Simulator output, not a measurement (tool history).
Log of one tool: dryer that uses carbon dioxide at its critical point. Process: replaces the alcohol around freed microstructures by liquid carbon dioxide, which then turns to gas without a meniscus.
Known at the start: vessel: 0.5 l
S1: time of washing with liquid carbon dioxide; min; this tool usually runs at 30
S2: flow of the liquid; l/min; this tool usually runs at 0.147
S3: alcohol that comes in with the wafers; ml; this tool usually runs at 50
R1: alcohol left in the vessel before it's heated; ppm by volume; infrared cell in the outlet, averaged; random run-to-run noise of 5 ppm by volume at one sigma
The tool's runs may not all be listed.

run    hour  S1     S2   S3    R1
  1       0  30  0.147   50   156
  2    24.1  30  0.147   22   143
  3    75.2  30  0.147   22   141
  4   108.9  30  0.147   22   154
  5   152.1  30  0.147   22   157
  6     197  30  0.147   22   162
  7   227.1  30  0.147   22   183
  8   258.6  30  0.147   22   171
  9   303.4  30  0.154   50   196
        307  -- inlet filter changed
 10   331.7  30  0.154   50   187
 11     375  30  0.154   50   196
 12   407.1  30  0.154   50   193
 13   456.3  30  0.154   50   201
 14   514.1  30  0.154   50   213
 15   565.2  30  0.154   50   233
 16   602.8  30  0.154   50   231
 17   661.4  30  0.155   50   236
 18   702.7  30  0.155   50   242
 19     738  30  0.155   50   248
 20   775.8  30   0.13   50   312
 21     824  28   0.13   50   376
 22   874.7  28   0.13   50   384
 23   901.9  30  0.165   50   276
 24   930.7  30  0.165   50   281
 25   966.9  33   0.09   50   759
 26   999.1  33  0.135  111   338
     1017.1  -- inlet filter changed
 27  1026.2  33  0.135  111   322
 28  1073.5  42  0.161   22   286
     1079.7  -- purifier's bed changed
 29  1127.5  20  0.089   80  5181
 30  1175.4  21  0.153   39   160
 31  1205.8  21  0.153   39   179
 32  1248.3  26  0.153   88   116
 33  1293.5  26  0.153   88   120
 34  1344.5  26  0.153   88   131
 35  1398.4  42  0.153   42    62

What will run 36 give?
 36  1425.5  38  0.122  75   ?

R1: 87 ppm by volume
Were there no unlogged condition in the tool, this run, its random variation unchanged, would have produced R1 21 ppm by volume.
